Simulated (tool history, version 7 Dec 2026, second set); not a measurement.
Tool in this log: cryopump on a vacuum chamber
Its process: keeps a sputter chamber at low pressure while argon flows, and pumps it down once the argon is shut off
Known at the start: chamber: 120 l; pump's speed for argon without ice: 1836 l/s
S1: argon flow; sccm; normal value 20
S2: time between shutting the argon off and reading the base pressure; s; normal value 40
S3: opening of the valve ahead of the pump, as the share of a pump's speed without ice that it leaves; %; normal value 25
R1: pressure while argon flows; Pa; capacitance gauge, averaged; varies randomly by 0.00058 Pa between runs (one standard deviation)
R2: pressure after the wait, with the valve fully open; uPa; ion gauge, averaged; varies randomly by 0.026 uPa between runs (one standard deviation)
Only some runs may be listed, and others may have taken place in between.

| run | hour | S1 | S2 | S3 | R1 | R2 |
|---|---|---|---|---|---|---|
| 1 | 0.0 | 20 | 40 | 25 | 0.0756 | 2.72 |
| 2 | 21.9 | 20 | 40 | 25 | 0.0750 | 2.66 |
| 3 | 39.5 | 20 | 40 | 25 | 0.0753 | 2.73 |
| 4 | 50.7 | 20 | 40 | 25 | 0.0751 | 2.70 |
| 5 | 67.8 | 20 | 40 | 25 | 0.0761 | 2.79 |
| 6 | 85.5 | 20 | 40 | 25 | 0.0762 | 2.77 |
| 7 | 96.2 | 20 | 40 | 25 | 0.0767 | 2.83 |
| 8 | 109.3 | 20 | 40 | 25 | 0.0762 | 2.87 |
| 9 | 118.6 | 15 | 40 | 25 | 0.0570 | 2.82 |
| 10 | 139.3 | 20 | 21 | 25 | 0.0759 | 3.80 |
| 11 | 161.6 | 20 | 40 | 48 | 0.0409 | 2.87 |
| 12 | 176.0 | 20 | 40 | 48 | 0.0415 | 2.95 |
| 13 | 190.6 | 20 | 40 | 25 | 0.0771 | 2.82 |
| 14 | 211.8 | 20 | 40 | 25 | 0.0770 | 2.94 |
| 15 | 234.0 | 20 | 44 | 25 | 0.0770 | 2.88 |
| 16 | 245.7 | 20 | 40 | 25 | 0.0773 | 3.00 |
| 17 | 260.9 | 20 | 40 | 25 | 0.0775 | 3.07 |
| 18 | 271.3 | 18 | 40 | 51 | 0.0354 | 2.97 |
| 19 | 283.6 | 20 | 86 | 17 | 0.1115 | 2.52 |
| 20 | 301.9 | 9 | 117 | 39 | 0.0224 | 2.49 |
| 21 | 323.3 | 29 | 117 | 15 | 0.1827 | 2.45 |
| 22 | 340.3 | 35 | 35 | 19 | 0.1755 | 3.39 |
| 23 | 360.9 | 32 | 39 | 22 | 0.1412 | 3.10 |
| 24 | 382.5 | 32 | 39 | 22 | 0.1397 | 3.23 |
| 25 | 396.5 | 20 | 87 | 25 | 0.0781 | 2.74 |
| 26 | 407.1 | 13 | 46 | 39 | 0.0334 | 3.19 |
| 27 | 422.8 | 13 | 126 | 39 | 0.0330 | 2.59 |
| 28 | 441.8 | 20 | 110 | 25 | 0.0797 | 2.64 |
| 29 | 457.5 | 17 | 107 | 19 | 0.0865 | 2.62 |
| 30 | 471.6 | 17 | 107 | 19 | 0.0872 | 2.79 |
| 31 | 487.2 | 17 | 107 | 19 | 0.0866 | 2.77 |
| 32 | 497.5 | 19 | 78 | 25 | 0.0745 | 2.91 |
| 33 | 509.8 | 19 | 78 | 25 | 0.0750 | 2.88 |
| 34 | 520.2 | 19 | 78 | 25 | 0.0763 | 2.85 |

What would each run have given without the hidden state, its run-to-run variation left as it was?
Unlogged tool condition in this case: pump's speed, % of a pump's without ice; cold plate's temperature, K; leak into the chamber, uPa l/s; drift of the gauge itself on working_pa, %; drift of the gauge itself on base_upa, %.
| run | R1 | R2 |
|---|---|---|
| 1 | 0.0739 | 1.17 |
| 2 | 0.0732 | 1.11 |
| 3 | 0.0734 | 1.13 |
| 4 | 0.0731 | 1.11 |
| 5 | 0.0740 | 1.15 |
| 6 | 0.0740 | 1.13 |
| 7 | 0.0744 | 1.16 |
| 8 | 0.0738 | 1.17 |
| 9 | 0.0552 | 1.13 |
| 10 | 0.0734 | 2.06 |
| 11 | 0.0382 | 1.13 |
| 12 | 0.0387 | 1.16 |
| 13 | 0.0742 | 1.11 |
| 14 | 0.0739 | 1.16 |
| 15 | 0.0738 | 1.05 |
| 16 | 0.0740 | 1.12 |
| 17 | 0.0741 | 1.18 |
| 18 | 0.0322 | 1.11 |
| 19 | 0.1079 | 0.59 |
| 20 | 0.0207 | 0.54 |
| 21 | 0.1771 | 0.50 |
| 22 | 0.1686 | 1.33 |
| 23 | 0.1346 | 1.11 |
| 24 | 0.1328 | 1.16 |
| 25 | 0.0736 | 0.64 |
| 26 | 0.0305 | 1.05 |
| 27 | 0.0300 | 0.46 |
| 28 | 0.0749 | 0.53 |
| 29 | 0.0823 | 0.50 |
| 30 | 0.0828 | 0.54 |
| 31 | 0.0822 | 0.53 |
| 32 | 0.0695 | 0.68 |
| 33 | 0.0699 | 0.67 |
| 34 | 0.0711 | 0.63 |
